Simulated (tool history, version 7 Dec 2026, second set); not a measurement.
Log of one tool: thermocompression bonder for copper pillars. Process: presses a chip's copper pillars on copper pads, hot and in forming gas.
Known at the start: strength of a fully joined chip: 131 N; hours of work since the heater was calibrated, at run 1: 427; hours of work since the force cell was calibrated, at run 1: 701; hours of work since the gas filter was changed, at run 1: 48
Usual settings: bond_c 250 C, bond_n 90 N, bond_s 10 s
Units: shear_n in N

run,hour,bond_c,bond_n,bond_s,hours of work since the heater was calibrated,hours of work since the force cell was calibrated,hours of work since the gas filter was changed,shear_n
1,0.0,250,90,10,427,701,48,87.4
# hour 16.7: force cell calibrated
2,19.3,224,90,10,435,1,56,70.0
3,37.0,224,90,10,443,9,63,70.7
4,54.5,250,90,10,450,16,71,88.3
5,85.0,250,90,10,464,30,84,89.1
6,115.2,250,90,10,477,43,97,87.3
7,145.4,250,90,10,490,56,111,87.0
# hour 158.2: forming gas filter changed
8,164.4,250,90,10,498,64,3,88.8
9,195.0,250,90,10,512,78,16,88.6
10,225.9,258,90,10,525,91,30,92.6
11,254.1,258,90,10,537,103,42,93.6
12,268.7,258,90,10,544,110,48,94.3
13,287.1,250,90,10,552,118,56,88.7
14,314.4,250,90,12,564,130,68,93.4
15,341.9,239,90,10,576,142,80,81.2
16,355.4,250,90,10,582,148,86,88.0
17,369.4,250,58,10,588,154,92,72.2
18,392.4,250,105,10,598,164,102,92.4
19,411.8,250,90,10,606,172,111,88.8
# hour 423.2: forming gas filter changed
20,440.5,250,90,10,618,185,8,87.6
21,471.6,250,90,10,632,198,21,89.0
22,491.9,233,90,10,641,207,30,77.0
23,507.7,250,90,20,648,214,37,104.2
24,521.0,250,90,20,654,220,43,104.6
25,549.7,268,64,6,666,232,55,75.7
26,574.3,250,128,16,677,243,66,110.9
27,597.0,256,128,10,687,253,76,103.7
28,610.5,242,83,10,693,259,82,80.0
29,637.3,272,61,10,704,270,93,88.2
30,668.4,272,93,20,718,284,107,114.9
# hour 688.9: forming gas filter changed
31,697.7,239,93,20,730,297,4,100.0
32,720.6,239,93,20,740,307,14,99.4
33,751.3,250,71,21,754,320,27,97.4
34,773.2,246,74,26,763,329,37,101.6
35,794.9,280,90,16,773,339,46,113.8
36,824.0,261,131,16,786,352,59,115.5
37,847.9,264,98,25,796,362,69,114.9
38,862.8,250,90,9,803,369,76,85.7
39,884.0,275,66,10,812,378,85,91.9
40,898.5,277,57,13,818,384,91,93.3

Hidden state at the last listed run before each entry between runs and at the first one after, where it differs:
Between runs 1 and 2: force cell calibrated (hour 16.7)
  force that reaches the chip, % of what is set: 99.8 -> 100; oxide that the forming gas leaves, % of the face: 0.62 -> 0.63
Between runs 7 and 8: forming gas filter changed (hour 158.2)
  oxide that the forming gas leaves, % of the face: 0.76 -> 0.51
Between runs 19 and 20: forming gas filter changed (hour 423.2)
  oxide that the forming gas leaves, % of the face: 0.75 -> 0.52
Between runs 30 and 31: forming gas filter changed (hour 688.9)
  oxide that the forming gas leaves, % of the face: 0.74 -> 0.52
